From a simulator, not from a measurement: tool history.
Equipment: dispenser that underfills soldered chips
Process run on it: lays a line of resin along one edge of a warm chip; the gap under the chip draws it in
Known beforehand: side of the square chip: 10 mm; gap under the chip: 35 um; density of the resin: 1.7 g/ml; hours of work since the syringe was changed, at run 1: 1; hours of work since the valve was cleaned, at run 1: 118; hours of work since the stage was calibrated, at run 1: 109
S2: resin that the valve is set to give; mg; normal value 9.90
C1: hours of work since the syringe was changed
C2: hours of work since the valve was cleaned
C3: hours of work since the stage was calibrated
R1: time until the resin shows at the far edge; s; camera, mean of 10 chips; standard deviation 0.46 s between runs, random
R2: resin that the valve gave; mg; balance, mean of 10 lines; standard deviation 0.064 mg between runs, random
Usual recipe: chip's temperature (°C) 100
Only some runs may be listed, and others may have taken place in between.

{"run": 1, "day": 0.0, "chip's temperature (°C)": 100, "S2": 9.9, "C1": 1, "C2": 118, "C3": 109, "R1": 35.2, "R2": 9.22}
{"day": 0.458, "done": "dispensing valve cleaned and set on the balance"}
{"day": 0.504, "done": "new syringe of resin"}
{"run": 2, "day": 0.525, "chip's temperature (°C)": 100, "S2": 9.9, "C1": 0, "C2": 1, "C3": 118, "R1": 35.0, "R2": 9.95}
{"day": 1.038, "done": "new syringe of resin"}
{"run": 3, "day": 1.142, "chip's temperature (°C)": 100, "S2": 9.9, "C1": 2, "C2": 12, "C3": 128, "R1": 35.9, "R2": 9.79}
{"run": 4, "day": 1.429, "chip's temperature (°C)": 100, "S2": 9.9, "C1": 7, "C2": 17, "C3": 133, "R1": 42.5, "R2": 9.82}
{"day": 1.546, "done": "new syringe of resin"}
{"run": 5, "day": 1.896, "chip's temperature (°C)": 100, "S2": 9.9, "C1": 6, "C2": 25, "C3": 141, "R1": 41.6, "R2": 9.73}
{"day": 2.079, "done": "new syringe of resin"}
{"run": 6, "day": 2.421, "chip's temperature (°C)": 100, "S2": 9.9, "C1": 6, "C2": 34, "C3": 151, "R1": 41.9, "R2": 9.7}
{"day": 2.592, "done": "new syringe of resin"}
{"run": 7, "day": 2.912, "chip's temperature (°C)": 100, "S2": 9.9, "C1": 6, "C2": 42, "C3": 159, "R1": 41.0, "R2": 9.64}
{"day": 3.092, "done": "new syringe of resin"}
{"run": 8, "day": 3.329, "chip's temperature (°C)": 100, "S2": 8.67, "C1": 4, "C2": 49, "C3": 166, "R1": 39.2, "R2": 8.42}
{"day": 3.629, "done": "new syringe of resin"}
{"run": 9, "day": 3.796, "chip's temperature (°C)": 100, "S2": 9.9, "C1": 3, "C2": 58, "C3": 174, "R1": 37.1, "R2": 9.55}
{"run": 10, "day": 4.088, "chip's temperature (°C)": 100, "S2": 9.9, "C1": 8, "C2": 63, "C3": 179, "R1": 43.5, "R2": 9.52}
{"day": 4.138, "done": "new syringe of resin"}
{"run": 11, "day": 4.592, "chip's temperature (°C)": 100, "S2": 9.9, "C1": 8, "C2": 71, "C3": 188, "R1": 43.9, "R2": 9.55}
{"day": 4.692, "done": "new syringe of resin"}
{"run": 12, "day": 5.083, "chip's temperature (°C)": 100, "S2": 9.9, "C1": 7, "C2": 80, "C3": 197, "R1": 41.7, "R2": 9.36}
{"day": 5.208, "done": "new syringe of resin"}
{"run": 13, "day": 5.588, "chip's temperature (°C)": 100, "S2": 9.9, "C1": 7, "C2": 89, "C3": 205, "R1": 41.5, "R2": 9.39}
{"day": 5.721, "done": "new syringe of resin"}
{"run": 14, "day": 6.0, "chip's temperature (°C)": 100, "S2": 9.01, "C1": 5, "C2": 96, "C3": 212, "R1": 42.0, "R2": 8.47}
{"day": 6.229, "done": "new syringe of resin"}
{"run": 15, "day": 6.629, "chip's temperature (°C)": 100, "S2": 9.01, "C1": 7, "C2": 107, "C3": 223, "R1": 42.7, "R2": 8.45}
{"day": 6.746, "done": "new syringe of resin"}
{"run": 16, "day": 7.221, "chip's temperature (°C)": 100, "S2": 9.01, "C1": 8, "C2": 117, "C3": 234, "R1": 44.6, "R2": 8.41}
{"day": 7.275, "done": "new syringe of resin"}
{"day": 7.767, "done": "dispensing valve cleaned and set on the balance"}
{"day": 7.833, "done": "new syringe of resin"}
{"run": 17, "day": 7.833, "chip's temperature (°C)": 100, "S2": 9.01, "C1": 0, "C2": 1, "C3": 243, "R1": 33.1, "R2": 8.99}
{"day": 8.346, "done": "new syringe of resin"}
{"run": 18, "day": 8.346, "chip's temperature (°C)": 110, "S2": 8.84, "C1": 0, "C2": 10, "C3": 252, "R1": 21.8, "R2": 8.83}
{"day": 8.85, "done": "new syringe of resin"}
{"run": 19, "day": 8.867, "chip's temperature (°C)": 91, "S2": 8.84, "C1": 0, "C2": 19, "C3": 261, "R1": 50.0, "R2": 8.79}
{"run": 20, "day": 9.3, "chip's temperature (°C)": 104, "S2": 10.26, "C1": 8, "C2": 26, "C3": 269, "R1": 35.3, "R2": 10.18}
{"day": 9.367, "done": "new syringe of resin"}
{"day": 9.879, "done": "new syringe of resin"}
{"run": 21, "day": 9.879, "chip's temperature (°C)": 96, "S2": 8.55, "C1": 0, "C2": 36, "C3": 279, "R1": 39.6, "R2": 8.34}
{"run": 22, "day": 10.171, "chip's temperature (°C)": 96, "S2": 8.55, "C1": 5, "C2": 41, "C3": 284, "R1": 46.2, "R2": 8.47}
{"day": 10.421, "done": "new syringe of resin"}
{"run": 23, "day": 10.829, "chip's temperature (°C)": 96, "S2": 8.55, "C1": 7, "C2": 53, "C3": 295, "R1": 50.6, "R2": 8.42}

Expected results for the next run?
{"day": 10.946, "done": "new syringe of resin"}
{"run": 24, "day": 11.158, "chip's temperature (°C)": 101, "S2": 9.9, "C1": 4, "C2": 59, "C3": 301, "R1": "?", "R2": "?"}

R1: 36.6 s
R2: 9.53 mg
With no hidden state in the tool, this same run would have given R1 34.8 s, R2 9.85 mg.
